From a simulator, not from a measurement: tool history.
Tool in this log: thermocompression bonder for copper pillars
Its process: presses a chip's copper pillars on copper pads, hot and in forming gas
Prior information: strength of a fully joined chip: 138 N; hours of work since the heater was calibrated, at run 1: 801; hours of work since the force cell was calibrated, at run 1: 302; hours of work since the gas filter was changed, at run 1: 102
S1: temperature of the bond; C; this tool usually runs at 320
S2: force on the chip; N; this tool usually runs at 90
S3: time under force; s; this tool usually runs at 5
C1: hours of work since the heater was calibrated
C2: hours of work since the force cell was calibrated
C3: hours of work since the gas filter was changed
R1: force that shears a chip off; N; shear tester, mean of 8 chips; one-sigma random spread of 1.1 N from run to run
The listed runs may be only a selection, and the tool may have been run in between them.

Run 1, day 0: usual settings; C1 801; C2 302; C3 102. Result: R1 91.7 N.
At day 1.15: forming gas filter changed.
Run 2, day 3.838: usual settings but S1 296 C; C1 843; C2 344; C3 29. Result: R1 80.1 N.
Run 3, day 5.954: usual settings but S1 346 C; C1 866; C2 367; C3 53. Result: R1 112.5 N.
Run 4, day 9.929: usual settings but S1 346 C; C1 909; C2 411; C3 96. Result: R1 110.2 N.
At day 11.788: forming gas filter changed.
Run 5, day 13.167: usual settings but S1 346 C; C1 945; C2 446; C3 15. Result: R1 118.4 N.
Run 6, day 14.971: usual settings but S1 346 C; C1 964; C2 466; C3 35. Result: R1 116.2 N.
Run 7, day 18.942: usual settings but S1 346 C; C1 1008; C2 509; C3 78. Result: R1 111.2 N.
At day 22.246: forming gas filter changed.
Run 8, day 22.246: usual settings but S1 328 C, S3 9 s; C1 1044; C2 545; C3 0. Result: R1 121.8 N.
Run 9, day 24.154: usual settings but S1 294 C, S2 56 N, S3 9 s; C1 1065; C2 566; C3 21. Result: R1 58.8 N.
Run 10, day 27.746: usual settings but S1 294 C, S2 56 N, S3 9 s; C1 1104; C2 605; C3 60. Result: R1 57.8 N.
Run 11, day 30.183: usual settings but S1 294 C, S2 56 N, S3 9 s; C1 1131; C2 632; C3 87. Result: R1 56.2 N.
At day 32.85: forming gas filter changed.
Run 12, day 33.796: usual settings but S1 299 C, S2 121 N; C1 1170; C2 671; C3 10. Result: R1 103.9 N.
Run 13, day 35.6: usual settings but S1 311 C, S2 114 N, S3 7 s; C1 1190; C2 691; C3 30. Result: R1 113.4 N.
Run 14, day 39.046: usual settings but S1 347 C, S3 4 s; C1 1227; C2 729; C3 68. Result: R1 109.9 N.

Below are 4 alternative next runs, each starting from the tool's condition after run 14. Predict each:
Run A, day 42.592: usual settings but S1 308 C; C1 1266; C2 767; C3 107. Result: R1 ?.
Run B, day 42.592: usual settings but S1 324 C, S3 4 s; C1 1266; C2 767; C3 107. Result: R1 ?.
Run C, day 42.592: usual settings but S1 347 C, S2 85 N, S3 4 s; C1 1266; C2 767; C3 107. Result: R1 ?.
Run D, day 42.592: usual settings but S2 131 N, S3 3 s; C1 1266; C2 767; C3 107. Result: R1 ?.

run     R1
  A   85.2
  B   90.7
  C  102.4
  D  106.4
Without the tool's hidden state the same runs would have given:
run    R1
  A  86.5
  B  93.1
  C   107
  D   111
